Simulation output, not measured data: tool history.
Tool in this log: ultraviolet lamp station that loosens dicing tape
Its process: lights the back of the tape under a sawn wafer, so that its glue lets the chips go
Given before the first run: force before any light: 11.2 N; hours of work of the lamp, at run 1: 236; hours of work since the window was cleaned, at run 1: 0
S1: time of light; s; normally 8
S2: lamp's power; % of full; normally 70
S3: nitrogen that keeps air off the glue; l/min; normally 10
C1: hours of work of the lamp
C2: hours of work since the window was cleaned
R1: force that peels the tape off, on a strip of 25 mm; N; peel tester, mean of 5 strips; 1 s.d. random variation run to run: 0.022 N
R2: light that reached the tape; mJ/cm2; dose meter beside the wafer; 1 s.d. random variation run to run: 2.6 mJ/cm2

run 1 hour=0 | S1=8 S2=70 S3=10 | C1=236 C2=0 | R1=1.212 R2=314
run 2 hour=19 | S1=8 S2=68 S3=10 | C1=244 C2=8 | R1=1.306 R2=309
run 3 hour=33 | S1=8 S2=70 S3=10 | C1=250 C2=14 | R1=1.241 R2=311
run 4 hour=56.8 | S1=8 S2=70 S3=10 | C1=260 C2=24 | R1=1.29 R2=310
run 5 hour=68.9 | S1=8 S2=70 S3=10 | C1=265 C2=29 | R1=1.247 R2=310
run 6 hour=89.6 | S1=8 S2=89 S3=10 | C1=273 C2=37 | R1=0.814 R2=396
run 7 hour=103.2 | S1=9 S2=89 S3=10 | C1=279 C2=43 | R1=0.641 R2=440
run 8 hour=120.8 | S1=9 S2=89 S3=10 | C1=286 C2=50 | R1=0.645 R2=446
run 9 hour=139.8 | S1=9 S2=89 S3=10 | C1=294 C2=58 | R1=0.645 R2=448
run 10 hour=156 | S1=8 S2=61 S3=10 | C1=301 C2=65 | R1=1.701 R2=267
run 11 hour=172.5 | S1=8 S2=76 S3=10 | C1=308 C2=72 | R1=1.092 R2=340
run 12 hour=186 | S1=8 S2=76 S3=10 | C1=313 C2=77 | R1=1.155 R2=331
run 13 hour=197.9 | S1=8 S2=76 S3=6 | C1=318 C2=82 | R1=1.479 R2=335
run 14 hour=213.1 | S1=8 S2=76 S3=6 | C1=325 C2=89 | R1=1.486 R2=327
run 15 hour=233.6 | S1=9 S2=76 S3=6 | C1=333 C2=97 | R1=1.244 R2=375
run 16 hour=257.2 | S1=8 S2=77 S3=10 | C1=343 C2=107 | R1=1.117 R2=339
run 17 hour=271.9 | S1=8 S2=80 S3=12 | C1=349 C2=113 | R1=0.925 R2=347
run 18 hour=286.7 | S1=16 S2=61 S3=4 | C1=355 C2=119 | R1=0.788 R2=526
run 19 hour=298.5 | S1=16 S2=61 S3=4 | C1=360 C2=124 | R1=0.777 R2=527
run 20 hour=321 | S1=16 S2=61 S3=4 | C1=369 C2=134 | R1=0.788 R2=522
run 21 hour=340.6 | S1=16 S2=63 S3=6 | C1=377 C2=142 | R1=0.588 R2=535
run 22 hour=354.7 | S1=16 S2=63 S3=6 | C1=383 C2=148 | R1=0.592 R2=533
run 23 hour=366.9 | S1=16 S2=63 S3=6 | C1=388 C2=153 | R1=0.575 R2=537
run 24 hour=381.7 | S1=16 S2=63 S3=6 | C1=395 C2=159 | R1=0.592 R2=532
run 25 hour=394.2 | S1=16 S2=68 S3=6 | C1=400 C2=164 | R1=0.494 R2=575
run 26 hour=413.3 | S1=10 S2=70 S3=10 | C1=408 C2=172 | R1=0.907 R2=363
run 27 hour=431.9 | S1=12 S2=78 S3=4 | C1=415 C2=180 | R1=0.934 R2=495
run 28 hour=456 | S1=6 S2=64 S3=4 | C1=425 C2=190 | R1=3.761 R2=202
run 29 hour=474.5 | S1=6 S2=64 S3=4 | C1=433 C2=197 | R1=3.691 R2=202

Measured less the same run without the tool's hidden state. The same run-to-run variation is in both; the gauge's scatter may not be:
Unlogged tool condition in this case: lamp's light, % of a new lamp's; light that the window lets through, % of a clean one's; drift of the gauge itself on peel_n, %; drift of the gauge itself on dose_mj_cm2, %.
run=1 R1=+0.154 R2=-22
run=2 R1=+0.171 R2=-24
run=3 R1=+0.169 R2=-25
run=4 R1=+0.187 R2=-26
run=5 R1=+0.184 R2=-27
run=6 R1=+0.131 R2=-36
run=7 R1=+0.102 R2=-41
run=8 R1=+0.106 R2=-42
run=9 R1=+0.112 R2=-44
run=10 R1=+0.273 R2=-27
run=11 R1=+0.199 R2=-35
run=12 R1=+0.216 R2=-36
run=13 R1=+0.263 R2=-37
run=14 R1=+0.269 R2=-37
run=15 R1=+0.246 R2=-44
run=16 R1=+0.231 R2=-41
run=17 R1=+0.201 R2=-43
run=18 R1=+0.175 R2=-68
run=19 R1=+0.175 R2=-69
run=20 R1=+0.181 R2=-70
run=21 R1=+0.13 R2=-74
run=22 R1=+0.131 R2=-77
run=23 R1=+0.133 R2=-78
run=24 R1=+0.138 R2=-79
run=25 R1=+0.11 R2=-87
run=26 R1=+0.234 R2=-57
run=27 R1=+0.243 R2=-79
run=28 R1=+0.605 R2=-33
run=29 R1=+0.604 R2=-34
